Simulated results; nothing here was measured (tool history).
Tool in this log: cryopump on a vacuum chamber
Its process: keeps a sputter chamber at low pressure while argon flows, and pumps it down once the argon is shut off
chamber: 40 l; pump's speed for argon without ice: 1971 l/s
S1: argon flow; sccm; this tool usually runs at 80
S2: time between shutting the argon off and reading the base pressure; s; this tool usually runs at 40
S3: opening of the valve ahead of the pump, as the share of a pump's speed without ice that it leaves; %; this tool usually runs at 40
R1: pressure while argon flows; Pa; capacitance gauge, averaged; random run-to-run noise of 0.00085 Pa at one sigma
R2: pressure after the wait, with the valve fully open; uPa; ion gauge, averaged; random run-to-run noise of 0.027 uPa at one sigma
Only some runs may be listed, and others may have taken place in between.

run 1 hour=0 | S1=80 S2=40 S3=40 | R1=0.2088 R2=2.04
run 2 hour=66.3 | S1=80 S2=40 S3=39 | R1=0.2152 R2=2.12
-- hour=88.2 pump warmed up, emptied and cooled again
run 3 hour=154 | S1=80 S2=40 S3=39 | R1=0.1776 R2=1.71
run 4 hour=234.8 | S1=80 S2=40 S3=35 | R1=0.1986 R2=1.86
run 5 hour=301.8 | S1=80 S2=40 S3=35 | R1=0.2007 R2=1.85
-- hour=384.8 leaking fittings of the chamber tightened, without venting
run 6 hour=399.9 | S1=80 S2=40 S3=35 | R1=0.2011 R2=1.26
run 7 hour=514.1 | S1=53 S2=40 S3=35 | R1=0.1355 R2=1.27
run 8 hour=567.5 | S1=53 S2=40 S3=35 | R1=0.1366 R2=1.29
run 9 hour=677.2 | S1=53 S2=40 S3=35 | R1=0.1384 R2=1.36
run 10 hour=772.5 | S1=53 S2=40 S3=35 | R1=0.1372 R2=1.38
run 11 hour=869.5 | S1=80 S2=172 S3=22 | R1=0.3288 R2=0.69
run 12 hour=978.6 | S1=80 S2=172 S3=22 | R1=0.331 R2=0.68
run 13 hour=1046.2 | S1=138 S2=40 S3=42 | R1=0.3187 R2=1.54
run 14 hour=1131.8 | S1=42 S2=47 S3=34 | R1=0.1183 R2=1.49
run 15 hour=1247 | S1=77 S2=104 S3=40 | R1=0.1913 R2=1
run 16 hour=1364.9 | S1=93 S2=53 S3=49 | R1=0.1971 R2=1.49
run 17 hour=1445.2 | S1=40 S2=102 S3=24 | R1=0.1614 R2=1.11
-- hour=1535.4 pump warmed up, emptied and cooled again
run 18 hour=1580.3 | S1=129 S2=23 S3=47 | R1=0.2396 R2=2.35
run 19 hour=1688 | S1=129 S2=23 S3=47 | R1=0.2439 R2=2.36
run 20 hour=1779.8 | S1=129 S2=23 S3=57 | R1=0.203 R2=2.44

Each row is a separate what-if for the run after 20, all from the same tool condition, not one after another. Results?
run A hour=1872 | S1=54 S2=128 S3=47 | R1=? R2=?
run B hour=1872 | S1=80 S2=45 S3=40 | R1=? R2=?
run C hour=1872 | S1=38 S2=101 S3=27 | R1=? R2=?
run D hour=1872 | S1=131 S2=40 S3=30 | R1=? R2=?
run E hour=1872 | S1=48 S2=119 S3=31 | R1=? R2=?

run=A R1=0.1048 R2=1.03
run=B R1=0.1802 R2=1.61
run=C R1=0.124 R2=1.13
run=D R1=0.3863 R2=1.66
run=E R1=0.1375 R2=0.99
Had the tool no hidden state, the same runs would have come out as:
run=A R1=0.0997 R2=0.5
run=B R1=0.1727 R2=1.09
run=C R1=0.1204 R2=0.58
run=D R1=0.374 R2=1.14
run=E R1=0.133 R2=0.47
